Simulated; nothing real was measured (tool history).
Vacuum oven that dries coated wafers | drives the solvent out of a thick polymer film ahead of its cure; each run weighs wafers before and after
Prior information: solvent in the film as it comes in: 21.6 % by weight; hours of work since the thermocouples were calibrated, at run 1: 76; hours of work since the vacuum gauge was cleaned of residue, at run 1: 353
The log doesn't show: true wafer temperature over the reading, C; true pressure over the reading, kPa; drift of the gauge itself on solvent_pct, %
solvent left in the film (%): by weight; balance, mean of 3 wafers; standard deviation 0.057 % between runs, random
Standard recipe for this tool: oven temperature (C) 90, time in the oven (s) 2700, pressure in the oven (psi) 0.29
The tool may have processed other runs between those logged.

run	hour	oven temperature (C)	time in the oven (s)	pressure in the oven (psi)	hours of work since the thermocouples were calibrated	hours of work since the vacuum gauge was cleaned of residue	solvent left in the film (%)
1	0	90	2700	0.29	76	353	2.69
2	51.7	90	4200	0.29	110	387	1.41
3	156.6	90	2700	0.29	180	457	2.72
4	211.1	90	2700	0.29	216	493	2.76
5	283.7	90	2700	0.29	264	541	2.81
6	366	90	2700	0.29	319	595	2.92
7	478.4	90	2700	0.29	393	670	2.93
8	544.1	90	2700	0.29	437	714	2.82
9	615.2	90	2700	0.29	484	761	2.97
10	666.6	90	2700	0.54	518	795	3.67
11	757.2	90	2700	0.54	578	855	3.72
12	820.6	90	2700	0.29	620	897	3.03
13	904.3	101	2700	0.29	676	953	0.78
14	975.9	101	2700	0.29	724	1000	0.96
15	1071.5	101	2700	0.29	787	1064	0.8
# hour 1081.7: oven's thermocouples calibrated
16	1186.8	103	1800	0.825	70	1139	2.24
17	1266.4	89	2700	0.29	123	1192	3.56
18	1386.9	89	2700	0.29	203	1272	3.68
19	1493.4	89	3060	0.535	273	1342	3.95
20	1577	89	3060	0.535	329	1398	3.99
# hour 1652.3: oven's thermocouples calibrated, once more
21	1668.8	92	3060	0.338	11	1457	2
22	1775.4	101	1680	1.059	82	1528	3.12
23	1857.2	101	1680	1.059	136	1582	3.08

Pick out some run-to-run changes in solvent left in the film (%). Of each, how much would a tool without hidden state show as well, from the settings, what came in and chance, and how much is left for the hidden state and any gauge scatter not in both results compared?
Run 12 -> 13: oven temperature (C) 90 -> 101. solvent left in the film (%) -2.25: hidden state -0.16, all else -2.09.
Run 16 -> 17: oven temperature (C) 103 -> 89, time in the oven (s) 1800 -> 2700, pressure in the oven (psi) 0.825 -> 0.29. solvent left in the film (%) +1.32: hidden state +0.29, all else +1.03.
Run 20 -> 21: oven temperature (C) 89 -> 92, pressure in the oven (psi) 0.535 -> 0.338, oven's thermocouples calibrated, once more. solvent left in the film (%) -1.99: hidden state -0.47, all else -1.52.

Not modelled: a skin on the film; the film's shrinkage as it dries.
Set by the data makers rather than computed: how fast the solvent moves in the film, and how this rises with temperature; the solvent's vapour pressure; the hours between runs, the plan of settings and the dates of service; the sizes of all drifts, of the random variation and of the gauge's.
